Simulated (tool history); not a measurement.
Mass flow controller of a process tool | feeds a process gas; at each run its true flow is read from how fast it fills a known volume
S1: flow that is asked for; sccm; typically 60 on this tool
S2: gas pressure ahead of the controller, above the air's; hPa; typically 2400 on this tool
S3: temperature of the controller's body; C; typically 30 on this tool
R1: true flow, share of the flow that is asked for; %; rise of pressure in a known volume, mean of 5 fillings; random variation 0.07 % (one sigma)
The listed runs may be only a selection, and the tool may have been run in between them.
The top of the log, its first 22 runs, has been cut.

run,hour,S1,S2,S3,R1
23,3114.2,60,2400,21,103.00
24,3276.2,60,2400,30,102.21
25,3486.6,60,1650,39,101.92
26,3601.7,60,1650,39,101.93
27,3760.9,28,1670,20,104.68
28,3861.8,28,1670,20,104.85
29,3978.9,15,2010,30,105.00
30,4104.3,51,2400,30,102.76
31,4230.1,33,1660,30,103.57
32,4325.3,42,2540,36,101.99
33,4452.7,60,2120,30,102.74
34,4653.9,60,2400,31,102.53
35,4785.6,60,2400,24,103.21
36,4986.5,60,2400,24,103.43
37,5107.9,64,2430,39,101.80
38,5215.7,31,1950,22,104.67
39,5371.2,31,1950,22,104.69
40,5497.2,31,2470,29,103.62
41,5705.5,71,1720,20,104.46
42,5892.5,22,1800,26,105.43
43,6024.9,22,1400,29,105.27
44,6209.9,84,2400,24,103.61
45,6324.8,29,2400,24,104.71
46,6455.5,29,2400,24,104.76
# hour 6480.6: controller's zero set anew
47,6630.0,60,2600,30,102.05

5 options for the next run, each taken on its own from the tool as it stands now. Forecast them:
A,6823.9,60,1720,37,?
B,6823.9,81,2600,26,?
C,6823.9,35,2010,21,?
D,6823.9,25,1770,23,?
E,6823.9,60,2590,30,?

run,R1
A,101.93
B,102.77
C,103.48
D,103.36
E,102.16
Without the tool's hidden state the same runs would have given:
run,R1
A,98.42
B,99.28
C,99.88
D,99.70
E,98.64

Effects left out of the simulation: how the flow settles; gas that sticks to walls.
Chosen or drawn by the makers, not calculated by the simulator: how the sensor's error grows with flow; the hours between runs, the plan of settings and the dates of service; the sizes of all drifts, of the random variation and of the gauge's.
